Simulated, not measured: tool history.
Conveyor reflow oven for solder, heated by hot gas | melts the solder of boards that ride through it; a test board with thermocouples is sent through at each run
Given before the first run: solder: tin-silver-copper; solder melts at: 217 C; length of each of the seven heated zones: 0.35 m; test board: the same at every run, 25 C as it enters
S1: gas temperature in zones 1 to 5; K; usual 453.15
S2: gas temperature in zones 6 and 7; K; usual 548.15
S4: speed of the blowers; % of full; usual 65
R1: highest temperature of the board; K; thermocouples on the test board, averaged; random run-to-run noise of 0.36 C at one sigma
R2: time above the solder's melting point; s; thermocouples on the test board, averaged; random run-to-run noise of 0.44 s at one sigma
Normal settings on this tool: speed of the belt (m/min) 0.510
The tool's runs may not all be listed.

run 1 hour=0.0 | S1=453.15 S2=548.15 speed_of_the_belt_(m/min)=0.510 S4=65 | R1=527.75 R2=63.9
run 2 hour=19.3 | S1=453.15 S2=548.15 speed_of_the_belt_(m/min)=0.510 S4=65 | R1=527.65 R2=64.0
run 3 hour=38.6 | S1=453.15 S2=548.15 speed_of_the_belt_(m/min)=0.510 S4=65 | R1=527.15 R2=63.9
run 4 hour=57.0 | S1=453.15 S2=548.15 speed_of_the_belt_(m/min)=0.510 S4=65 | R1=527.25 R2=64.1
run 5 hour=71.8 | S1=453.15 S2=548.15 speed_of_the_belt_(m/min)=0.510 S4=65 | R1=526.75 R2=63.8
run 6 hour=87.0 | S1=453.15 S2=548.15 speed_of_the_belt_(m/min)=0.510 S4=65 | R1=527.25 R2=63.9
run 7 hour=107.3 | S1=453.15 S2=548.15 speed_of_the_belt_(m/min)=0.510 S4=65 | R1=526.85 R2=64.0
run 8 hour=124.2 | S1=453.15 S2=548.15 speed_of_the_belt_(m/min)=0.510 S4=65 | R1=526.25 R2=63.9
run 9 hour=134.9 | S1=453.15 S2=548.15 speed_of_the_belt_(m/min)=0.510 S4=65 | R1=526.35 R2=63.4
run 10 hour=155.3 | S1=453.15 S2=548.15 speed_of_the_belt_(m/min)=0.510 S4=65 | R1=526.35 R2=63.6
-- hour=160.6 belt drive overhauled, speed set with a stopwatch
run 11 hour=177.6 | S1=453.15 S2=548.15 speed_of_the_belt_(m/min)=0.510 S4=65 | R1=526.75 R2=63.0
run 12 hour=194.5 | S1=453.15 S2=548.15 speed_of_the_belt_(m/min)=0.510 S4=65 | R1=525.75 R2=63.6
-- hour=214.1 belt drive overhauled, speed set with a stopwatch, once more
run 13 hour=215.9 | S1=453.15 S2=548.15 speed_of_the_belt_(m/min)=0.510 S4=65 | R1=526.25 R2=62.2
-- hour=232.1 flux residue cleaned out of gas plates and filters
run 14 hour=232.1 | S1=453.15 S2=548.15 speed_of_the_belt_(m/min)=0.510 S4=65 | R1=527.05 R2=63.8
run 15 hour=241.0 | S1=453.15 S2=548.15 speed_of_the_belt_(m/min)=0.510 S4=65 | R1=527.75 R2=63.9
run 16 hour=261.9 | S1=453.15 S2=548.15 speed_of_the_belt_(m/min)=0.510 S4=65 | R1=526.35 R2=63.7
run 17 hour=279.1 | S1=453.15 S2=548.15 speed_of_the_belt_(m/min)=0.510 S4=65 | R1=526.55 R2=63.8
run 18 hour=296.6 | S1=453.15 S2=548.15 speed_of_the_belt_(m/min)=0.510 S4=65 | R1=526.95 R2=63.5
run 19 hour=315.8 | S1=463.15 S2=558.15 speed_of_the_belt_(m/min)=0.510 S4=65 | R1=536.35 R2=75.2
run 20 hour=331.7 | S1=445.15 S2=548.15 speed_of_the_belt_(m/min)=0.578 S4=65 | R1=519.45 R2=46.4
run 21 hour=349.5 | S1=445.15 S2=548.15 speed_of_the_belt_(m/min)=0.578 S4=65 | R1=518.75 R2=46.4
run 22 hour=362.9 | S1=445.15 S2=548.15 speed_of_the_belt_(m/min)=0.578 S4=65 | R1=518.75 R2=46.3
run 23 hour=376.1 | S1=464.15 S2=556.15 speed_of_the_belt_(m/min)=0.578 S4=62 | R1=528.95 R2=60.7
run 24 hour=387.4 | S1=447.15 S2=544.15 speed_of_the_belt_(m/min)=0.430 S4=54 | R1=524.15 R2=70.5
run 25 hour=402.7 | S1=447.15 S2=544.15 speed_of_the_belt_(m/min)=0.430 S4=54 | R1=524.35 R2=70.2
run 26 hour=418.8 | S1=447.15 S2=544.15 speed_of_the_belt_(m/min)=0.518 S4=68 | R1=521.45 R2=55.6
run 27 hour=433.5 | S1=443.15 S2=548.15 speed_of_the_belt_(m/min)=0.529 S4=53 | R1=517.55 R2=47.2
run 28 hour=449.6 | S1=443.15 S2=548.15 speed_of_the_belt_(m/min)=0.529 S4=53 | R1=516.95 R2=46.6
-- hour=459.4 flux residue cleaned out of gas plates and filters
run 29 hour=468.0 | S1=453.15 S2=555.15 speed_of_the_belt_(m/min)=0.510 S4=88 | R1=537.95 R2=72.4
run 30 hour=479.9 | S1=459.15 S2=541.15 speed_of_the_belt_(m/min)=0.510 S4=65 | R1=521.85 R2=62.9
run 31 hour=501.2 | S1=459.15 S2=541.15 speed_of_the_belt_(m/min)=0.510 S4=65 | R1=521.85 R2=63.3

Here are 3 independent what-if runs from the current tool condition. What would each one return?
run A hour=521.1 | S1=444.15 S2=541.15 speed_of_the_belt_(m/min)=0.510 S4=51 | R1=? R2=?
run B hour=521.1 | S1=438.15 S2=539.15 speed_of_the_belt_(m/min)=0.510 S4=56 | R1=? R2=?
run C hour=521.1 | S1=453.15 S2=545.15 speed_of_the_belt_(m/min)=0.410 S4=65 | R1=? R2=?

run=A R1=512.95 R2=45.5
run=B R1=512.55 R2=43.6
run=C R1=530.55 R2=85.0
Stripped of hidden state, with their random variation kept, the same runs would have yielded:
run=A R1=514.65 R2=47.2
run=B R1=514.25 R2=45.4
run=C R1=532.25 R2=85.7
